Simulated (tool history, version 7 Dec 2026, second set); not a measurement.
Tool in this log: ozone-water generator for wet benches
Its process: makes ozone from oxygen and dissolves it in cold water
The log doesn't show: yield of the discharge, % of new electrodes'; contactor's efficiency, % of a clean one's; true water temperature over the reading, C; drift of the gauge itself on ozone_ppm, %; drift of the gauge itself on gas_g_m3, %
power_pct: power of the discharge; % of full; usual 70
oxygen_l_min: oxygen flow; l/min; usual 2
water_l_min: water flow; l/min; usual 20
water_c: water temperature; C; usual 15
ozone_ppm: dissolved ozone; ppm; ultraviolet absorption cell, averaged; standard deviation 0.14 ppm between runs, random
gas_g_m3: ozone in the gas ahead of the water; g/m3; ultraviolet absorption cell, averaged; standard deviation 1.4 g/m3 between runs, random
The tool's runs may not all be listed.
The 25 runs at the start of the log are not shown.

| run | hour | power_pct | oxygen_l_min | water_l_min | water_c | hours of work since the electrodes were changed | hours of work since the contactor was cleaned | hours of work since the thermometer was calibrated | ozone_ppm | gas_g_m3 |
|---|---|---|---|---|---|---|---|---|---|---|
| 26 | 583.3 | 41 | 3.23 | 13 | 17 | 1254 | 3026 | 463 | 18 | 145.2 |
| 27 | 597.4 | 78 | 3.23 | 18 | 17 | 1264 | 3036 | 474 | 23.8 | 249.4 |
| 28 | 616.5 | 71 | 3.23 | 18 | 9 | 1278 | 3049 | 487 | 24 | 230.1 |
| 29 | 649.7 | 71 | 3.23 | 18 | 9 | 1302 | 3073 | 511 | 23.8 | 230.2 |
| 30 | 667.7 | 70 | 2 | 20 | 22 | 1315 | 3086 | 524 | 16.1 | 266.3 |
| 31 | 697.7 | 70 | 2 | 18 | 15 | 1336 | 3108 | 545 | 18.7 | 268.3 |
| 32 | 722.6 | 63 | 2 | 14 | 11 | 1354 | 3125 | 563 | 21.9 | 243.8 |
| 33 | 745 | 94 | 2 | 25 | 15 | 1370 | 3141 | 579 | 17.5 | 339.5 |

What if the next run were any one of these 4? Each begins from the tool's condition after run 33:
| A | 760.5 | 94 | 1.77 | 25 | 8 | 1381 | 3152 | 590 | ? | ? |
| B | 760.5 | 70 | 2 | 13 | 15 | 1381 | 3152 | 590 | ? | ? |
| C | 760.5 | 94 | 2 | 12 | 15 | 1381 | 3152 | 590 | ? | ? |
| D | 760.5 | 44 | 2.46 | 20 | 8 | 1381 | 3152 | 590 | ? | ? |

| run | ozone_ppm | gas_g_m3 |
|---|---|---|
| A | 17.2 | 353.6 |
| B | 24.5 | 265.8 |
| C | 33.1 | 337.6 |
| D | 13.2 | 170.8 |
With no hidden state in the tool, these same runs would have given:
| run | ozone_ppm | gas_g_m3 |
|---|---|---|
| A | 17.2 | 353.7 |
| B | 24.5 | 265.9 |
| C | 33.1 | 337.7 |
| D | 13.2 | 170.8 |
